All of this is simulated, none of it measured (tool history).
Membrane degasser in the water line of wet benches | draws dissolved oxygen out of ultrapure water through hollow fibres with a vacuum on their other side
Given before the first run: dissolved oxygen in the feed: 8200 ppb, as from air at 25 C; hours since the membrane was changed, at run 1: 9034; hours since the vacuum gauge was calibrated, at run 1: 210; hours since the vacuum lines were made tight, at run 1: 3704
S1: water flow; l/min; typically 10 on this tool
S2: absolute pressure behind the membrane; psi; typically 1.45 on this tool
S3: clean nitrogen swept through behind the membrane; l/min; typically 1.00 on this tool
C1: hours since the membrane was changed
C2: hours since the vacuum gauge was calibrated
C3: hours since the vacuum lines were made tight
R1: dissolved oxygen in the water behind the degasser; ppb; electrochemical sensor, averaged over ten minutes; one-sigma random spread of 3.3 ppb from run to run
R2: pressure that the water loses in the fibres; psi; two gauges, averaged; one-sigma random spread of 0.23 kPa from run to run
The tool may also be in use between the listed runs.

run	day	S1	S2	S3	C1	C2	C3	R1	R2
1	0.000	10	1.45	1.00	9034	210	3704	357.1	8.837
2	7.396	10	1.45	2.36	9212	388	3881	265.5	8.814
3	21.458	10	1.45	2.36	9549	725	4219	268.1	8.876
4	36.396	10	3.45	2.36	9908	1084	4577	414.0	8.886
5	42.788	10	3.45	2.36	10061	1237	4731	406.3	8.872
6	52.842	10	3.45	2.36	10303	1478	4972	413.6	8.855
7	67.438	10	3.45	2.36	10653	1829	5322	413.6	8.882
8	79.596	10	3.45	2.36	10945	2121	5614	413.5	8.886
9	87.871	10	3.45	2.36	11143	2319	5813	408.0	8.949
10	96.450	10	1.45	1.00	11349	2525	6019	366.6	8.865
11	103.967	10	1.61	1.00	11530	2705	6199	387.5	8.944
12	111.367	10	1.61	1.00	11707	2883	6377	381.7	8.944
13	124.571	10	1.45	1.00	12024	3200	6694	362.4	8.958
14	135.625	10	1.45	1.00	12290	3465	6959	361.3	8.947
15	143.408	10	1.45	1.00	12476	3652	7146	371.7	8.927
16	149.629	10	1.00	1.00	12626	3801	7295	295.7	9.001
17	160.971	7	2.00	2.87	12898	4074	7567	154.3	6.299
18	167.838	7	2.00	2.87	13063	4238	7732	157.7	6.276
19	181.067	10	1.35	1.00	13380	4556	8050	356.6	9.017
20	193.608	10	3.52	0.61	13681	4857	8350	933.0	8.942
21	200.246	10	3.52	0.61	13840	5016	8510	938.1	9.029
22	209.417	16	2.22	1.00	14060	5236	8730	898.4	14.337
23	219.554	10	0.90	2.02	14304	5480	8973	253.8	9.020
24	230.142	15	0.90	2.02	14558	5734	9227	515.4	13.471
25	239.242	15	0.90	2.02	14776	5952	9446	508.6	13.461
26	252.338	15	2.20	1.07	15091	6266	9760	813.5	13.577
27	263.383	7	2.20	0.51	15356	6532	10025	482.1	6.286
28	271.242	7	2.10	0.98	15544	6720	10214	297.3	6.329
# day 275.012: vacuum gauge calibrated
29	277.275	7	2.10	0.98	15689	54	10358	296.3	6.312
30	284.904	13	2.89	0.87	15872	237	10541	878.8	11.713
31	295.662	13	2.93	0.87	16130	496	10799	880.8	11.687
32	307.329	13	2.93	0.87	16410	776	11079	882.5	11.812

Some steps in R1, run to run, broken into two amounts with sign: the step expected even without the hidden condition (settings, incoming material, random variation), and the rest, left for the hidden condition together with whatever gauge scatter is not in both the measured and the hidden-condition-free result:
Unlogged tool condition in this case: membrane still open, %; true pressure behind the membrane over the reading, kPa; air that leaks in behind the membrane, l/min; drift of the gauge itself on oxygen_ppb, %; drift of the gauge itself on loss_of_pressure_kpa, %.
Run 19 -> 20: S2 1.35 -> 3.52, S3 1.00 -> 0.61. R1 +576.4 ppb: hidden state +12.8, all else +563.6.
Run 22 -> 23: S1 16 -> 10, S2 2.22 -> 0.90, S3 1.00 -> 2.02. R1 -644.6 ppb: hidden state -32.7, all else -611.9.
Run 26 -> 27: S1 15 -> 7, S3 1.07 -> 0.51. R1 -331.4 ppb: hidden state -30.9, all else -300.5.
Run 29 -> 30: S1 7 -> 13, S2 2.10 -> 2.89, S3 0.98 -> 0.87. R1 +582.5 ppb: hidden state +33.8, all else +548.7.
